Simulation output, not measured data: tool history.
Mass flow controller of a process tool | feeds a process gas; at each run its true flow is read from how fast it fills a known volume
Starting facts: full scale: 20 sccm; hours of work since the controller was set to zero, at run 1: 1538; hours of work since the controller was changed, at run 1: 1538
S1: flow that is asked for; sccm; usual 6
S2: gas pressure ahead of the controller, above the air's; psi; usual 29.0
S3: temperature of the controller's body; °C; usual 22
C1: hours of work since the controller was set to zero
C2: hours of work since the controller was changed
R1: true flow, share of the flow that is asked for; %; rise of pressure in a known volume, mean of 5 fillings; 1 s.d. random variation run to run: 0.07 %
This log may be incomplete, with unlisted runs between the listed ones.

run,day,S1,S2,S3,C1,C2,R1
1,0.000,6,29.0,22,1538,1538,97.76
2,11.571,6,29.0,22,1709,1709,97.82
3,25.833,6,29.0,22,1920,1920,98.01
4,33.304,6,29.0,22,2031,2031,97.99
5,48.138,6,29.0,30,2250,2250,98.69
6,58.138,6,29.0,30,2398,2398,98.61
7,69.212,6,29.0,30,2562,2562,98.68
8,81.717,8,29.0,30,2747,2747,99.19
9,91.521,8,29.0,30,2892,2892,99.31
10,101.350,8,29.0,30,3037,3037,99.09
11,114.992,8,29.0,30,3239,3239,99.28
12,126.054,8,29.0,30,3402,3402,99.37
13,142.596,5,29.0,22,3647,3647,98.28
14,157.154,5,29.0,22,3862,3862,98.38
15,168.900,5,29.0,22,4036,4036,98.47
16,185.642,5,29.0,22,4283,4283,98.49

Forecast run 17:
17,194.838,5,29.0,22,4419,4419,?

Run 17 yielded R1 98.55 %.
On a tool with no hidden condition, and with the same random variation, this run would have come out at R1 97.64 %.

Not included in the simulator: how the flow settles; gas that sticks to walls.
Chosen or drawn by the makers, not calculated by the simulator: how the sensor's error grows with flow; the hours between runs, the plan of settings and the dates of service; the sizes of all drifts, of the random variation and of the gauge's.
